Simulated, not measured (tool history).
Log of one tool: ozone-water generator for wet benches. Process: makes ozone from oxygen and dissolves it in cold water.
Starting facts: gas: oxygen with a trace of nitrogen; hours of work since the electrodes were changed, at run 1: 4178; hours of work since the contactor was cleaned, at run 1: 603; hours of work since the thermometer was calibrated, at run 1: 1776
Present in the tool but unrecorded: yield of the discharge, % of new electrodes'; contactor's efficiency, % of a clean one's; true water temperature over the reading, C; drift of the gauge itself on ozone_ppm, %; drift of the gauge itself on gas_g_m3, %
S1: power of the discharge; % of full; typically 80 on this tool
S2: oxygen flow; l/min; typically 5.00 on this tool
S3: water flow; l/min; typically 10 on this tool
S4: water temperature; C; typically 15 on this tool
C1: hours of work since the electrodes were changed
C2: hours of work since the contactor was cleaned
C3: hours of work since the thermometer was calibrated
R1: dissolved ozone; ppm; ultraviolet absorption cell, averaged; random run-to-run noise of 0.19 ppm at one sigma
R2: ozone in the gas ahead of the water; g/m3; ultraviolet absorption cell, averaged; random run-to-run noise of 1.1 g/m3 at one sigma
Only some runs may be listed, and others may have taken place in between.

| run | hour | S1 | S2 | S3 | S4 | C1 | C2 | C3 | R1 | R2 |
|---|---|---|---|---|---|---|---|---|---|---|
| 1 | 0.0 | 80 | 5.00 | 10 | 15 | 4178 | 603 | 1776 | 23.7 | 173.5 |
| 2 | 207.3 | 80 | 5.00 | 10 | 15 | 4378 | 803 | 1976 | 23.6 | 169.8 |
| 3 | 313.5 | 80 | 5.00 | 10 | 15 | 4481 | 906 | 2079 | 23.7 | 168.2 |
| 4 | 468.2 | 80 | 3.59 | 10 | 15 | 4630 | 1055 | 2229 | 25.2 | 212.2 |
| 5 | 583.2 | 80 | 3.59 | 10 | 15 | 4741 | 1167 | 2340 | 25.0 | 211.8 |
| 6 | 740.9 | 50 | 3.59 | 10 | 15 | 4894 | 1319 | 2492 | 18.4 | 155.5 |
| 7 | 945.7 | 80 | 5.00 | 10 | 8 | 5092 | 1517 | 2690 | 25.8 | 164.9 |
| 8 | 1140.8 | 80 | 5.00 | 10 | 8 | 5280 | 1706 | 2879 | 26.0 | 164.1 |
| 9 | 1253.1 | 80 | 5.00 | 10 | 8 | 5389 | 1814 | 2987 | 25.2 | 164.6 |
| 10 | 1459.1 | 80 | 5.00 | 6 | 15 | 5588 | 2013 | 3187 | 31.0 | 162.3 |
| 11 | 1665.9 | 80 | 5.00 | 10 | 15 | 5788 | 2213 | 3387 | 22.3 | 161.9 |
| 12 | 1846.1 | 80 | 5.00 | 10 | 15 | 5962 | 2387 | 3561 | 21.7 | 161.4 |
| 13 | 2048.7 | 80 | 5.00 | 10 | 15 | 6158 | 2583 | 3757 | 21.6 | 160.7 |
| 14 | 2257.7 | 80 | 5.00 | 10 | 15 | 6360 | 2785 | 3959 | 21.7 | 160.0 |
| 15 | 2449.6 | 80 | 5.00 | 10 | 15 | 6546 | 2971 | 4144 | 21.5 | 159.5 |
|  | 2544.7 | water thermometer calibrated |
| 16 | 2581.6 | 80 | 5.00 | 10 | 15 | 6673 | 3098 | 36 | 21.4 | 157.5 |
| 17 | 2691.0 | 80 | 5.00 | 10 | 15 | 6779 | 3204 | 141 | 21.2 | 158.4 |
| 18 | 2907.8 | 80 | 3.62 | 14 | 14 | 6988 | 3413 | 351 | 17.1 | 193.5 |
|  | 2952.6 | contactor cleaned |
| 19 | 3123.4 | 80 | 5.00 | 8 | 22 | 7193 | 165 | 556 | 21.4 | 153.2 |
| 20 | 3225.5 | 94 | 2.61 | 9 | 7 | 7291 | 264 | 654 | 32.7 | 264.4 |
| 21 | 3387.4 | 94 | 2.61 | 9 | 7 | 7448 | 420 | 811 | 32.1 | 263.1 |
| 22 | 3556.6 | 94 | 2.61 | 9 | 7 | 7612 | 584 | 974 | 32.0 | 261.3 |

Run 23 is up next; what results do you expect?
| 23 | 3667.1 | 66 | 2.61 | 9 | 7 | 7718 | 691 | 1081 | ? | ? |

Logged for run 23: R1 25.7 ppm, R2 210.6 g/m3.
Minus the tool's unlogged condition, the same run would have read R1 32.8 ppm, R2 264.1 g/m3.
